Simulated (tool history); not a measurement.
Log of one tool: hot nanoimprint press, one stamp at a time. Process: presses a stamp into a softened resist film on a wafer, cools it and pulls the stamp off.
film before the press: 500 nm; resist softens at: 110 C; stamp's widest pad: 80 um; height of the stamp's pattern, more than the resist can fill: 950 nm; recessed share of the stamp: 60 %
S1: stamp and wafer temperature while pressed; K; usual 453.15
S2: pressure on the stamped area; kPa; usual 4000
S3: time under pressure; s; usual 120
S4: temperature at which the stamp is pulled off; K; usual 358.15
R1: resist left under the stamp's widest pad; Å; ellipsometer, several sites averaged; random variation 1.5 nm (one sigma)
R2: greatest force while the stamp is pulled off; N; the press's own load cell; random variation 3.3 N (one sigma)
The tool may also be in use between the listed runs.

run	hour	S1	S2	S3	S4	R1	R2
1	0	453.15	4000	120	358.15	2532	185
2	13.2	453.15	4000	174	358.15	2238	193
3	24.2	453.15	4000	174	358.15	2230	191
4	32.5	453.15	4000	174	358.15	2245	192
5	42.6	453.15	4000	67	358.15	3006	183
6	53.9	453.15	4000	67	358.15	3010	190
7	60.6	453.15	4000	67	358.15	3000	186
8	71.9	453.15	4000	120	358.15	2555	184
9	86.2	453.15	4000	120	358.15	2532	194
10	101.4	453.15	4750	120	358.15	2327	198
# hour 113.3: stamp cleaned and given a new release coat
11	123.4	453.15	4750	120	358.15	2350	157
12	134.2	453.15	4750	120	358.15	2319	163
# hour 138.4: plate thermocouple calibrated
13	144.7	453.15	4000	112	358.15	2637	163
14	154.4	453.15	4000	120	358.15	2610	156
15	165.8	453.15	4000	120	358.15	2566	167
16	181.7	452.15	4000	120	358.15	2685	166
17	196.8	450.15	4000	120	345.15	2888	183
18	207.8	448.15	4000	120	357.15	3090	165
# hour 213.1: plate thermocouple calibrated, once more
19	218.7	448.15	3320	143	357.15	3077	166
20	226	453.15	4000	84	352.15	2763	178
21	240.6	453.15	4000	84	352.15	2763	181
22	250	453.15	4000	63	352.15	2999	183
23	265.7	453.15	4190	63	354.15	2948	177
24	273.8	462.15	3830	127	348.15	1780	183
25	288.6	457.15	3130	230	358.15	1931	169
26	304.5	457.15	3130	230	358.15	1929	173
27	311.2	453.15	4000	82	357.15	2790	180
28	326.1	449.15	5920	99	356.15	2581	177
29	340.6	454.15	5920	151	349.15	1798	191
30	356.4	447.15	3550	101	346.15	3417	190
31	368.8	457.15	2510	180	355.15	2382	183

Measured less the same run without the tool's hidden state. The same run-to-run variation is in both; the gauge's scatter may not be:
The hidden state here: true temperature over the reading, C; pressure that arrives at the usual setting, %; grip of the stamp's worn release coat, % over a new coat's; drift of the gauge itself on residual_nm, %; drift of the gauge itself on pull_off_n, %.
run	R1	R2
1	+96	+27
2	+92	+29
3	+92	+30
4	+96	+30
5	+110	+30
6	+111	+31
7	+113	+31
8	+109	+32
9	+111	+35
10	+113	+37
11	+117	+2
12	+118	+3
13	+152	+4
14	+154	+4
15	+154	+6
16	+162	+7
17	+172	+10
18	+178	+9
19	+35	+8
20	+41	+9
21	+45	+11
22	+47	+12
23	+52	+13
24	+36	+14
25	+35	+14
26	+38	+15
27	+57	+16
28	+78	+17
29	+63	+20
30	+62	+21
31	+46	+21
